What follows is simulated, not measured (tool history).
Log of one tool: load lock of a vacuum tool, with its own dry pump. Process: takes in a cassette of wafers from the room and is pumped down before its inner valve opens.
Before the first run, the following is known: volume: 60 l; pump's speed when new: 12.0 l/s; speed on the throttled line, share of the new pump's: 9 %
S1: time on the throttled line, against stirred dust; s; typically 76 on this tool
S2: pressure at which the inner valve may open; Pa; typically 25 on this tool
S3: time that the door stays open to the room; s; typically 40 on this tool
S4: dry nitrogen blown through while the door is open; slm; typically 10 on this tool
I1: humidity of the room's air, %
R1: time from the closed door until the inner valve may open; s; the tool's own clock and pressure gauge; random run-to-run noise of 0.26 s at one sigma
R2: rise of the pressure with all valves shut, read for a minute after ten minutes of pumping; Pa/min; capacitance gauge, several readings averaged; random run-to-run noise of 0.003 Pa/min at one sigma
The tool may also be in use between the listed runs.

run 1 day=0.000 | S1=76 S2=25 S3=40 S4=10 | I1=46.9 | R1=112.5 R2=0.027
run 2 day=8.308 | S1=88 S2=25 S3=40 S4=10 | I1=43.0 | R1=123.2 R2=0.026
run 3 day=15.479 | S1=88 S2=25 S3=40 S4=10 | I1=44.4 | R1=123.1 R2=0.024
run 4 day=24.925 | S1=76 S2=27 S3=40 S4=10 | I1=40.3 | R1=112.2 R2=0.036
run 5 day=33.358 | S1=76 S2=27 S3=40 S4=10 | I1=47.5 | R1=112.9 R2=0.032
run 6 day=42.629 | S1=42 S2=25 S3=40 S4=10 | I1=45.3 | R1=82.4 R2=0.033
run 7 day=48.879 | S1=76 S2=25 S3=40 S4=14 | I1=46.5 | R1=113.2 R2=0.036
run 8 day=55.729 | S1=76 S2=25 S3=40 S4=14 | I1=46.3 | R1=112.9 R2=0.035
run 9 day=66.612 | S1=76 S2=25 S3=80 S4=14 | I1=43.2 | R1=112.8 R2=0.040
run 10 day=77.633 | S1=76 S2=25 S3=80 S4=14 | I1=44.9 | R1=113.0 R2=0.049
run 11 day=84.792 | S1=76 S2=25 S3=80 S4=14 | I1=43.8 | R1=113.2 R2=0.047
run 12 day=93.796 | S1=43 S2=25 S3=40 S4=10 | I1=44.3 | R1=82.8 R2=0.053
run 13 day=100.771 | S1=49 S2=25 S3=40 S4=10 | I1=42.9 | R1=88.5 R2=0.056
run 14 day=106.192 | S1=76 S2=25 S3=40 S4=17 | I1=42.2 | R1=113.1 R2=0.051
run 15 day=113.012 | S1=112 S2=28 S3=40 S4=36 | I1=42.0 | R1=145.1 R2=0.049
run 16 day=122.379 | S1=96 S2=29 S3=63 S4=10 | I1=44.5 | R1=130.9 R2=0.063
run 17 day=131.429 | S1=145 S2=29 S3=35 S4=8 | I1=42.2 | R1=174.8 R2=0.062
run 18 day=139.375 | S1=76 S2=21 S3=40 S4=10 | I1=40.3 | R1=114.1 R2=0.060
run 19 day=144.925 | S1=70 S2=25 S3=144 S4=10 | I1=45.0 | R1=107.7 R2=0.077
run 20 day=153.529 | S1=70 S2=25 S3=144 S4=10 | I1=44.4 | R1=108.0 R2=0.085
run 21 day=163.438 | S1=76 S2=38 S3=81 S4=10 | I1=43.1 | R1=111.1 R2=0.080
run 22 day=173.871 | S1=76 S2=38 S3=81 S4=10 | I1=45.8 | R1=111.3 R2=0.087
run 23 day=182.312 | S1=76 S2=38 S3=81 S4=10 | I1=47.6 | R1=111.1 R2=0.084
run 24 day=190.675 | S1=76 S2=25 S3=84 S4=14 | I1=45.3 | R1=114.0 R2=0.086
run 25 day=196.621 | S1=76 S2=23 S3=40 S4=5 | I1=42.3 | R1=113.6 R2=0.092
run 26 day=201.604 | S1=76 S2=25 S3=40 S4=21 | I1=46.3 | R1=113.5 R2=0.090
run 27 day=210.312 | S1=76 S2=25 S3=70 S4=27 | I1=44.3 | R1=114.0 R2=0.089

Alternative continuations, all from the tool just after run 27; predict every row:
run A day=221.554 | S1=63 S2=25 S3=70 S4=9 | I1=41.8 | R1=? R2=?
run B day=221.554 | S1=76 S2=25 S3=70 S4=31 | I1=44.5 | R1=? R2=?
run C day=221.554 | S1=76 S2=25 S3=87 S4=7 | I1=42.4 | R1=? R2=?
run D day=221.554 | S1=105 S2=25 S3=40 S4=10 | I1=45.6 | R1=? R2=?

run=A R1=101.6 R2=0.106
run=B R1=113.8 R2=0.093
run=C R1=113.6 R2=0.103
run=D R1=140.3 R2=0.097
Had the tool no hidden state, the same runs would have come out as:
run=A R1=99.0 R2=0.021
run=B R1=111.3 R2=0.008
run=C R1=111.2 R2=0.018
run=D R1=138.0 R2=0.012
